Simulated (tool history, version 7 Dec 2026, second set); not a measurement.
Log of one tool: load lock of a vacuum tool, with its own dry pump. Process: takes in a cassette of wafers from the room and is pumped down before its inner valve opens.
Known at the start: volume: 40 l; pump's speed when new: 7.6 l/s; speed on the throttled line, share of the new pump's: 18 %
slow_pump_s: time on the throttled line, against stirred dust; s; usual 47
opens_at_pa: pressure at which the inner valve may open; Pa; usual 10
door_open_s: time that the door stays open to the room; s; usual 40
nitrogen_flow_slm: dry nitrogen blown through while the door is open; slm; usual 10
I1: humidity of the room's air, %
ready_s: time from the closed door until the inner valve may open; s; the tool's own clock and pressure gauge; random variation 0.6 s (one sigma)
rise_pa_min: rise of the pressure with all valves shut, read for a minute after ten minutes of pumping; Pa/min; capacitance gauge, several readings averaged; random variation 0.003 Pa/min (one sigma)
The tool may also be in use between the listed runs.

run 1 hour=0 | slow_pump_s=47 opens_at_pa=10 door_open_s=40 nitrogen_flow_slm=10 | I1=42 | ready_s=87.8 rise_pa_min=0.029
run 2 hour=375.7 | slow_pump_s=47 opens_at_pa=10 door_open_s=40 nitrogen_flow_slm=44 | I1=43.1 | ready_s=86.2 rise_pa_min=0.008
run 3 hour=575.2 | slow_pump_s=47 opens_at_pa=10 door_open_s=40 nitrogen_flow_slm=5 | I1=43.8 | ready_s=87.5 rise_pa_min=0.036
run 4 hour=973.3 | slow_pump_s=47 opens_at_pa=10 door_open_s=40 nitrogen_flow_slm=5 | I1=46.7 | ready_s=87.4 rise_pa_min=0.036
run 5 hour=1225.2 | slow_pump_s=47 opens_at_pa=10 door_open_s=40 nitrogen_flow_slm=5 | I1=46.4 | ready_s=87.1 rise_pa_min=0.039
run 6 hour=1556.7 | slow_pump_s=44 opens_at_pa=10 door_open_s=40 nitrogen_flow_slm=10 | I1=46.6 | ready_s=84.4 rise_pa_min=0.028
run 7 hour=1844.7 | slow_pump_s=47 opens_at_pa=10 door_open_s=40 nitrogen_flow_slm=13 | I1=45.2 | ready_s=87.4 rise_pa_min=0.024
run 8 hour=2204.9 | slow_pump_s=47 opens_at_pa=10 door_open_s=40 nitrogen_flow_slm=13 | I1=41.4 | ready_s=86.8 rise_pa_min=0.023
run 9 hour=2578.6 | slow_pump_s=47 opens_at_pa=10 door_open_s=40 nitrogen_flow_slm=10 | I1=45.9 | ready_s=87.2 rise_pa_min=0.028
run 10 hour=2764 | slow_pump_s=27 opens_at_pa=10 door_open_s=40 nitrogen_flow_slm=10 | I1=44.3 | ready_s=70.8 rise_pa_min=0.028
run 11 hour=3036.7 | slow_pump_s=34 opens_at_pa=10 door_open_s=40 nitrogen_flow_slm=10 | I1=46.1 | ready_s=76.6 rise_pa_min=0.033
run 12 hour=3236.7 | slow_pump_s=34 opens_at_pa=10 door_open_s=40 nitrogen_flow_slm=10 | I1=43.7 | ready_s=76.6 rise_pa_min=0.024
run 13 hour=3570.1 | slow_pump_s=29 opens_at_pa=14 door_open_s=135 nitrogen_flow_slm=40 | I1=43.7 | ready_s=70.5 rise_pa_min=0.019
run 14 hour=3988 | slow_pump_s=29 opens_at_pa=14 door_open_s=135 nitrogen_flow_slm=40 | I1=44.5 | ready_s=71.4 rise_pa_min=0.021
run 15 hour=4370 | slow_pump_s=29 opens_at_pa=9 door_open_s=38 nitrogen_flow_slm=40 | I1=47.6 | ready_s=73.1 rise_pa_min=0.01
run 16 hour=4699.2 | slow_pump_s=47 opens_at_pa=13 door_open_s=40 nitrogen_flow_slm=10 | I1=46 | ready_s=86.5 rise_pa_min=0.032
run 17 hour=5121.8 | slow_pump_s=47 opens_at_pa=13 door_open_s=61 nitrogen_flow_slm=38 | I1=48.9 | ready_s=85.7 rise_pa_min=0.017
run 18 hour=5539.6 | slow_pump_s=69 opens_at_pa=10 door_open_s=211 nitrogen_flow_slm=37 | I1=48.3 | ready_s=104.4 rise_pa_min=0.033
run 19 hour=5923.5 | slow_pump_s=40 opens_at_pa=9 door_open_s=59 nitrogen_flow_slm=4 | I1=45 | ready_s=82.1 rise_pa_min=0.048
run 20 hour=6351.8 | slow_pump_s=86 opens_at_pa=11 door_open_s=209 nitrogen_flow_slm=4 | I1=45.7 | ready_s=117.3 rise_pa_min=0.101
run 21 hour=6702.6 | slow_pump_s=86 opens_at_pa=11 door_open_s=209 nitrogen_flow_slm=4 | I1=44.8 | ready_s=117.5 rise_pa_min=0.102
run 22 hour=7048.3 | slow_pump_s=86 opens_at_pa=11 door_open_s=209 nitrogen_flow_slm=4 | I1=49.3 | ready_s=119.1 rise_pa_min=0.108
run 23 hour=7306.2 | slow_pump_s=35 opens_at_pa=9 door_open_s=40 nitrogen_flow_slm=16 | I1=42.8 | ready_s=78 rise_pa_min=0.021

Forecast each of these 3 alternatives for the next run:
run A hour=7722.1 | slow_pump_s=35 opens_at_pa=9 door_open_s=35 nitrogen_flow_slm=16 | I1=46.8 | ready_s=? rise_pa_min=?
run B hour=7722.1 | slow_pump_s=35 opens_at_pa=7 door_open_s=40 nitrogen_flow_slm=13 | I1=48.2 | ready_s=? rise_pa_min=?
run C hour=7722.1 | slow_pump_s=35 opens_at_pa=9 door_open_s=40 nitrogen_flow_slm=11 | I1=45.6 | ready_s=? rise_pa_min=?

run=A ready_s=77.7 rise_pa_min=0.023
run=B ready_s=79.1 rise_pa_min=0.028
run=C ready_s=78.5 rise_pa_min=0.025
Without the tool's hidden state the same runs would have given:
run=A ready_s=77.6 rise_pa_min=0.022
run=B ready_s=79.1 rise_pa_min=0.027
run=C ready_s=78.5 rise_pa_min=0.024

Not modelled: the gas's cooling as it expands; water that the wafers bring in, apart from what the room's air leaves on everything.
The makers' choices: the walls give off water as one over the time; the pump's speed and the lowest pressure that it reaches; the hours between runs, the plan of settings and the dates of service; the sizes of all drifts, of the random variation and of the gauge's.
